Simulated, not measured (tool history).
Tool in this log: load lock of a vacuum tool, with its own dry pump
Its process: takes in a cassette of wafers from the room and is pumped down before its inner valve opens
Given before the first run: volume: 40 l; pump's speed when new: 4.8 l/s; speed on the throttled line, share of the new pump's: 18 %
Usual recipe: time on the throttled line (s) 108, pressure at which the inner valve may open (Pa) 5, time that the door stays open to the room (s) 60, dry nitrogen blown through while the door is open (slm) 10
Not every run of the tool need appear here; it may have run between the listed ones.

run	hour	time on the throttled line (s)	pressure at which the inner valve may open (Pa)	time that the door stays open to the room (s)	dry nitrogen blown through while the door is open (slm)	incoming humidity of the room's air, %	time from the closed door until the inner valve may open (s)	rise of the pressure with all valves shut (Pa/min)
1	0	108	5	60	10	46	184.9	0.056
2	245.7	108	5	60	10	43.4	184.4	0.054
3	474.4	108	9	60	10	47.7	178.9	0.06
4	859.5	108	5	60	10	47.1	185.8	0.069
5	1063.2	108	5	60	10	43.6	185.2	0.064
6	1256.1	108	5	60	10	43.8	186.1	0.069
7	1633.7	108	5	60	10	48.4	184.5	0.074
8	1912.7	108	5	60	10	45.2	187.9	0.085
9	2155.7	108	5	60	10	44.7	188	0.083
10	2412.3	108	6	60	10	43.8	185.1	0.085
11	2779.2	108	6	60	10	42.8	185.8	0.105
12	3098.3	140	6	60	15	42.5	211.5	0.098
13	3297.3	58	5	40	10	43.2	150	0.096
14	3573.6	58	5	122	44	43	149.1	0.114
# hour 3795.3: dry pump taken out, an overhauled one fitted
15	3839.7	58	5	122	44	43	131.2	0.119
16	4199.7	57	8	151	12	45.4	126.7	0.179
17	4385.3	108	5	60	39	45.1	174.3	0.113
18	4713.5	75	9	60	10	46.7	140.3	0.154
19	4888.6	108	4	118	17	42.7	175.3	0.17
20	5215.9	108	4	118	17	46.9	175.6	0.183
21	5638	208	4	153	7	43.7	257.1	0.245
22	6018.9	208	4	153	7	45.5	255.8	0.262

Each row is a separate what-if for the run after 22, all from the same tool condition, not one after another. Results?
A	6355	115	10	60	21	41.9	?	?
B	6355	108	6	60	10	46.8	?	?
C	6355	208	7	52	7	44.7	?	?
D	6355	63	7	60	10	45.5	?	?

run	time from the closed door until the inner valve may open (s)	rise of the pressure with all valves shut (Pa/min)
A	174.4	0.198
B	172.3	0.208
C	254.7	0.214
D	136	0.206
Stripped of hidden state, with their random variation kept, the same runs would have yielded:
run	time from the closed door until the inner valve may open (s)	rise of the pressure with all valves shut (Pa/min)
A	172	0.044
B	169.7	0.052
C	252.9	0.056
D	133	0.049
